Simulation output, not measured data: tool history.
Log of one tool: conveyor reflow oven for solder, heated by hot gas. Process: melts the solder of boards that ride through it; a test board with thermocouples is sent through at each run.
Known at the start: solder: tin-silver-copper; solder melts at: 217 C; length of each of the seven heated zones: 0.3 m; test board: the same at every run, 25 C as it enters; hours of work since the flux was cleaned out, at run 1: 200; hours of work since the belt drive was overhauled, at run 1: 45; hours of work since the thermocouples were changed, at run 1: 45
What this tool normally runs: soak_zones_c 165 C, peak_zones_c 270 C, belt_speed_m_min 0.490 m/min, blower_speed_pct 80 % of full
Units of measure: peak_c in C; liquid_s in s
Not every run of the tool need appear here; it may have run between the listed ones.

| run | hour | soak_zones_c | peak_zones_c | belt_speed_m_min | blower_speed_pct | hours of work since the flux was cleaned out | hours of work since the belt drive was overhauled | hours of work since the thermocouples were changed | peak_c | liquid_s |
|---|---|---|---|---|---|---|---|---|---|---|
| 1 | 0.0 | 165 | 270 | 0.490 | 80 | 200 | 45 | 45 | 258.9 | 57.9 |
| 2 | 24.0 | 165 | 270 | 0.490 | 80 | 218 | 63 | 63 | 258.8 | 57.9 |
| 3 | 47.2 | 165 | 270 | 0.490 | 80 | 235 | 80 | 80 | 259.1 | 57.8 |
| 4 | 77.3 | 165 | 270 | 0.490 | 80 | 258 | 103 | 103 | 258.9 | 58.0 |
|  | 107.9 | flux residue cleaned out of gas plates and filters |
| 5 | 117.6 | 165 | 270 | 0.490 | 80 | 7 | 129 | 129 | 258.9 | 58.0 |
| 6 | 152.1 | 165 | 270 | 0.411 | 80 | 33 | 155 | 155 | 262.7 | 73.1 |
| 7 | 202.1 | 165 | 270 | 0.411 | 80 | 71 | 192 | 192 | 262.9 | 73.0 |
| 8 | 242.8 | 165 | 270 | 0.411 | 80 | 101 | 223 | 223 | 262.9 | 72.9 |
| 9 | 294.2 | 165 | 270 | 0.411 | 80 | 140 | 261 | 261 | 262.9 | 72.9 |
| 10 | 346.3 | 171 | 270 | 0.490 | 80 | 178 | 300 | 300 | 259.6 | 60.3 |
| 11 | 398.5 | 171 | 270 | 0.490 | 80 | 218 | 339 | 339 | 259.7 | 59.9 |
| 12 | 441.8 | 175 | 270 | 0.490 | 80 | 250 | 372 | 372 | 259.9 | 61.4 |
| 13 | 476.5 | 165 | 270 | 0.490 | 80 | 276 | 398 | 398 | 258.9 | 58.1 |
|  | 486.3 | flux residue cleaned out of gas plates and filters |
| 14 | 531.9 | 165 | 270 | 0.490 | 80 | 34 | 436 | 436 | 258.8 | 57.9 |
| 15 | 575.8 | 169 | 270 | 0.490 | 80 | 67 | 468 | 468 | 259.3 | 58.9 |
| 16 | 598.2 | 169 | 270 | 0.490 | 80 | 84 | 485 | 485 | 259.3 | 59.3 |
| 17 | 636.9 | 165 | 270 | 0.396 | 80 | 113 | 514 | 514 | 263.9 | 76.4 |
| 18 | 681.6 | 165 | 270 | 0.396 | 80 | 146 | 548 | 548 | 263.6 | 76.6 |
| 19 | 726.8 | 156 | 270 | 0.396 | 80 | 180 | 581 | 581 | 263.3 | 73.5 |
| 20 | 769.7 | 165 | 276 | 0.405 | 80 | 212 | 614 | 614 | 269.1 | 76.9 |
| 21 | 794.4 | 176 | 270 | 0.490 | 80 | 231 | 632 | 632 | 260.4 | 61.9 |
| 22 | 826.5 | 173 | 270 | 0.490 | 80 | 255 | 656 | 656 | 259.9 | 60.4 |
| 23 | 849.6 | 165 | 280 | 0.451 | 62 | 272 | 673 | 673 | 268.5 | 68.2 |
|  | 864.1 | flux residue cleaned out of gas plates and filters |
| 24 | 880.9 | 165 | 280 | 0.451 | 62 | 13 | 693 | 693 | 268.6 | 68.0 |
| 25 | 908.4 | 165 | 280 | 0.451 | 62 | 33 | 714 | 714 | 268.6 | 68.0 |
| 26 | 936.8 | 165 | 269 | 0.490 | 54 | 54 | 735 | 735 | 254.8 | 54.5 |
| 27 | 976.8 | 168 | 267 | 0.430 | 54 | 84 | 765 | 765 | 256.9 | 65.9 |
| 28 | 1010.4 | 168 | 285 | 0.459 | 54 | 110 | 790 | 790 | 271.9 | 69.1 |
| 29 | 1054.5 | 168 | 270 | 0.459 | 75 | 143 | 823 | 823 | 260.4 | 64.1 |
| 30 | 1079.1 | 165 | 270 | 0.490 | 72 | 161 | 841 | 841 | 258.1 | 57.0 |
| 31 | 1118.9 | 165 | 270 | 0.490 | 72 | 191 | 871 | 871 | 258.2 | 57.0 |
| 32 | 1164.9 | 172 | 261 | 0.447 | 74 | 225 | 906 | 906 | 253.0 | 62.9 |

Branching from run 32: 3 alternative next runs. What would each branch give?
| A | 1207.3 | 161 | 280 | 0.447 | 65 | 257 | 937 | 937 | ? | ? |
| B | 1207.3 | 154 | 261 | 0.447 | 60 | 257 | 937 | 937 | ? | ? |
| C | 1207.3 | 172 | 261 | 0.568 | 74 | 257 | 937 | 937 | ? | ? |

| run | peak_c | liquid_s |
|---|---|---|
| A | 268.6 | 67.5 |
| B | 249.4 | 53.8 |
| C | 247.0 | 44.0 |
What these runs would have given with no unlogged condition in the tool:
| run | peak_c | liquid_s |
|---|---|---|
| A | 268.6 | 67.5 |
| B | 249.4 | 53.8 |
| C | 247.0 | 44.0 |

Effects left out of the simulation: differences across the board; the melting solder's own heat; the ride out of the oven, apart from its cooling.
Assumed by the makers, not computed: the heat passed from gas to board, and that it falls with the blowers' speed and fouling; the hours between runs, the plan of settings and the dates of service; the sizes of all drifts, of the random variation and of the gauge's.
